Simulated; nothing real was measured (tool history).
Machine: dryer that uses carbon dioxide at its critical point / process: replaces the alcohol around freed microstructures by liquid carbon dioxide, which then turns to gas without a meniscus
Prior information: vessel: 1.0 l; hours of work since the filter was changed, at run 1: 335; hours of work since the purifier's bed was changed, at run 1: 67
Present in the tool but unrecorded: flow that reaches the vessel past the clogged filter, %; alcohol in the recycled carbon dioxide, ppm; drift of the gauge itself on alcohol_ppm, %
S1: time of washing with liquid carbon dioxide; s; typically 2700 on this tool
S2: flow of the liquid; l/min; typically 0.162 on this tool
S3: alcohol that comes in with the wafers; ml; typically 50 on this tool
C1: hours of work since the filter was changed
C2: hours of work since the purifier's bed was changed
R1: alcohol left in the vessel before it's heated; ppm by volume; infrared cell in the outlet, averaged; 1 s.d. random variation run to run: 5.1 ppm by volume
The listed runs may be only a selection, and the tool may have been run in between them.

{"run": 1, "hour": 0.0, "S1": 2700, "S2": 0.162, "S3": 50, "C1": 335, "C2": 67, "R1": 192}
{"run": 2, "hour": 28.2, "S1": 2700, "S2": 0.162, "S3": 50, "C1": 350, "C2": 82, "R1": 198}
{"run": 3, "hour": 63.2, "S1": 3000, "S2": 0.162, "S3": 50, "C1": 368, "C2": 101, "R1": 129}
{"hour": 85.3, "done": "inlet filter changed"}
{"run": 4, "hour": 103.8, "S1": 2700, "S2": 0.162, "S3": 50, "C1": 10, "C2": 122, "R1": 112}
{"run": 5, "hour": 158.7, "S1": 2040, "S2": 0.162, "S3": 50, "C1": 39, "C2": 151, "R1": 439}
{"run": 6, "hour": 203.0, "S1": 2700, "S2": 0.162, "S3": 50, "C1": 62, "C2": 175, "R1": 130}
{"run": 7, "hour": 257.7, "S1": 2700, "S2": 0.162, "S3": 113, "C1": 91, "C2": 204, "R1": 268}
{"run": 8, "hour": 302.5, "S1": 2700, "S2": 0.162, "S3": 113, "C1": 115, "C2": 227, "R1": 282}
{"run": 9, "hour": 353.8, "S1": 2700, "S2": 0.162, "S3": 113, "C1": 142, "C2": 254, "R1": 287}
{"run": 10, "hour": 391.3, "S1": 2700, "S2": 0.162, "S3": 113, "C1": 162, "C2": 274, "R1": 314}
{"run": 11, "hour": 433.7, "S1": 2700, "S2": 0.178, "S3": 113, "C1": 185, "C2": 297, "R1": 209}
{"run": 12, "hour": 488.9, "S1": 2700, "S2": 0.14, "S3": 50, "C1": 214, "C2": 326, "R1": 383}
{"run": 13, "hour": 550.7, "S1": 2700, "S2": 0.14, "S3": 50, "C1": 247, "C2": 359, "R1": 421}
{"run": 14, "hour": 590.5, "S1": 2700, "S2": 0.14, "S3": 77, "C1": 268, "C2": 380, "R1": 610}
{"run": 15, "hour": 631.6, "S1": 2700, "S2": 0.14, "S3": 77, "C1": 290, "C2": 402, "R1": 645}
{"run": 16, "hour": 679.4, "S1": 2460, "S2": 0.101, "S3": 22, "C1": 315, "C2": 427, "R1": 1069}
{"run": 17, "hour": 713.8, "S1": 2460, "S2": 0.101, "S3": 22, "C1": 333, "C2": 445, "R1": 1109}
{"run": 18, "hour": 767.4, "S1": 2460, "S2": 0.101, "S3": 22, "C1": 362, "C2": 474, "R1": 1146}
{"hour": 800.1, "done": "inlet filter changed"}
{"run": 19, "hour": 820.4, "S1": 2700, "S2": 0.162, "S3": 25, "C1": 11, "C2": 501, "R1": 164}
{"run": 20, "hour": 878.7, "S1": 2520, "S2": 0.194, "S3": 30, "C1": 42, "C2": 532, "R1": 158}
{"run": 21, "hour": 904.3, "S1": 3660, "S2": 0.145, "S3": 50, "C1": 55, "C2": 546, "R1": 148}
{"run": 22, "hour": 929.5, "S1": 2940, "S2": 0.21, "S3": 70, "C1": 69, "C2": 559, "R1": 144}
{"run": 23, "hour": 988.2, "S1": 2940, "S2": 0.21, "S3": 70, "C1": 100, "C2": 590, "R1": 151}
{"run": 24, "hour": 1025.8, "S1": 2700, "S2": 0.157, "S3": 72, "C1": 120, "C2": 610, "R1": 316}
{"run": 25, "hour": 1054.1, "S1": 2460, "S2": 0.162, "S3": 30, "C1": 135, "C2": 625, "R1": 258}
{"run": 26, "hour": 1109.7, "S1": 2460, "S2": 0.155, "S3": 29, "C1": 164, "C2": 655, "R1": 310}
{"run": 27, "hour": 1166.7, "S1": 2460, "S2": 0.155, "S3": 29, "C1": 194, "C2": 685, "R1": 315}
{"run": 28, "hour": 1224.1, "S1": 2460, "S2": 0.155, "S3": 29, "C1": 225, "C2": 715, "R1": 336}
{"run": 29, "hour": 1280.6, "S1": 2340, "S2": 0.155, "S3": 64, "C1": 255, "C2": 745, "R1": 672}
{"run": 30, "hour": 1316.5, "S1": 2220, "S2": 0.186, "S3": 50, "C1": 274, "C2": 764, "R1": 365}

4 ways to go on from here, each from the tool as it stands after run 30. What would each give?
{"run": "A", "hour": 1356.1, "S1": 3780, "S2": 0.104, "S3": 117, "C1": 295, "C2": 785, "R1": "?"}
{"run": "B", "hour": 1356.1, "S1": 3240, "S2": 0.174, "S3": 35, "C1": 295, "C2": 785, "R1": "?"}
{"run": "C", "hour": 1356.1, "S1": 2700, "S2": 0.107, "S3": 50, "C1": 295, "C2": 785, "R1": "?"}
{"run": "D", "hour": 1356.1, "S1": 2460, "S2": 0.11, "S3": 54, "C1": 295, "C2": 785, "R1": "?"}

run=A R1=1013
run=B R1=207
run=C R1=1506
run=D R1=1852
The same runs, with their run-to-run variation unchanged, on a tool lacking any hidden condition would have given:
run=A R1=438
run=B R1=17
run=C R1=829
run=D R1=1079
